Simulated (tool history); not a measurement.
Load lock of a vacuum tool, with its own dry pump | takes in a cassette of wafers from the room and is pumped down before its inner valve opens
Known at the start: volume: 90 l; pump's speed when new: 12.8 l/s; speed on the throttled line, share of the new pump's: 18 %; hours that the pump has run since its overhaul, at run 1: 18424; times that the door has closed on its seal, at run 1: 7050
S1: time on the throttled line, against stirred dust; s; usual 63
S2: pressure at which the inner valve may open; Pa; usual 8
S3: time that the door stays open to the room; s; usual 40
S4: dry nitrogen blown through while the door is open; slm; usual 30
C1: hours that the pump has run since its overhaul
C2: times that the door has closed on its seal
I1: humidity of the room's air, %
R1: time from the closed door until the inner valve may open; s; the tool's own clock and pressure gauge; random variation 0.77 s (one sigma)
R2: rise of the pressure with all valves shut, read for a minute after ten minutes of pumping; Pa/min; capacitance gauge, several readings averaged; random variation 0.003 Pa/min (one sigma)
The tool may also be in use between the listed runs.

run   hour   S1  S2   S3  S4     C1    C2    I1     R1     R2
  1    0.0   63   8   40  30  18424  7050  43.9  133.6  0.025
  2   83.3   63   8   40  30  18508  7253  45.2  135.1  0.024
  3  169.1   63   8   40  30  18593  7461  45.1  135.7  0.034
  4  240.5   69   8   40  30  18665  7635  42.4  140.7  0.029
  5  320.0   69   8   40  30  18744  7829  42.8  140.3  0.028
  6  392.6   40  10   40  30  18817  8005  42.8  116.4  0.031
     432.4  -- dry pump taken out, an overhauled one fitted
  7  452.0   80  14  163  17     20  8135  43.8  130.0  0.048
  8  523.1  110  14  163  18     91  8308  47.7  152.1  0.052
  9  603.4  110  14  163  18    171  8503  44.2  154.0  0.049
 10  657.9  110  14  163  18    226  8636  44.2  153.1  0.046

How the hidden state differs across the entries between the runs, from the last listed run before each to the first after it:
Between runs 6 and 7: dry pump taken out, an overhauled one fitted (hour 432.4)
  pump's speed, % of a new pump's: 76.8 -> 98.6; leak at the door's seal, Pa l/s: 0.0246 -> 0.025
  measured less the result without the state, R1: +17.8 -> +0.7 s; R2: +0.016 -> +0.015 Pa/min

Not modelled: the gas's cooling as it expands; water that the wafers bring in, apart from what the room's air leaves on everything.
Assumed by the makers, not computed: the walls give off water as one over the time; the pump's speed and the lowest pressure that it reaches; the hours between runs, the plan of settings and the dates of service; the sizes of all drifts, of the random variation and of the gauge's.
